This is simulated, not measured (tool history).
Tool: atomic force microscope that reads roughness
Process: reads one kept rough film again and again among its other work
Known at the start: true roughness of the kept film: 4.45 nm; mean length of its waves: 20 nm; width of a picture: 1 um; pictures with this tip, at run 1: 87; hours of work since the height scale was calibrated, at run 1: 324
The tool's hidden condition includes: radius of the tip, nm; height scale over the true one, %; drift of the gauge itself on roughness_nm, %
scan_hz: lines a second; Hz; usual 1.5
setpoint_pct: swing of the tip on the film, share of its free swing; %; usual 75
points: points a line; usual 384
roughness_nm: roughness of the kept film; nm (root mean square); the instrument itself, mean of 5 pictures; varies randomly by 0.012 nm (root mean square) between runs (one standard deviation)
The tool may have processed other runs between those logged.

run	day	scan_hz	setpoint_pct	points	pictures with this tip	hours of work since the height scale was calibrated	roughness_nm
1	0	1.5	75	384	87	324	2.04
2	0.525	1.5	75	384	108	331	1.898
3	0.879	1.5	75	384	123	336	1.775
4	1.542	1.5	75	434	150	344	1.647
5	2.029	0.82	75	384	169	351	1.572
6	2.483	0.82	75	384	188	357	1.48
7	2.775	1.5	75	384	199	360	1.407
# day 3.154: new tip fitted
8	3.325	1.5	75	384	7	367	2.79
9	3.908	0.65	75	384	30	375	2.542
10	4.467	0.65	75	384	53	383	2.27
11	4.888	1.5	75	384	70	388	2.103
12	5.508	1.5	75	574	95	396	1.901
13	6.196	1.5	75	574	123	405	1.736
14	6.9	0.5	75	574	151	414	1.627
15	7.521	1.5	75	384	176	423	1.448
16	7.888	1.5	75	384	191	428	1.387
17	8.35	1.5	75	384	210	434	1.324
# day 8.471: new tip fitted
18	9.075	1.5	75	384	24	443	2.538
19	9.738	0.57	87	384	51	452	2.282
20	10.146	1.5	65	384	67	457	2.151
21	10.55	1.5	65	418	84	462	2.031
22	10.979	1.5	65	418	101	468	1.912
23	11.658	1.5	65	418	129	477	1.722
24	12.329	1.5	65	418	156	486	1.603
25	12.921	0.99	75	501	180	494	1.482

Forecast run 26:
26	13.521	1.15	58	384	204	501	?

roughness_nm: 1.407 nm (root mean square)
Minus the tool's unlogged condition, the same run would have read roughness_nm 3.01 nm (root mean square).

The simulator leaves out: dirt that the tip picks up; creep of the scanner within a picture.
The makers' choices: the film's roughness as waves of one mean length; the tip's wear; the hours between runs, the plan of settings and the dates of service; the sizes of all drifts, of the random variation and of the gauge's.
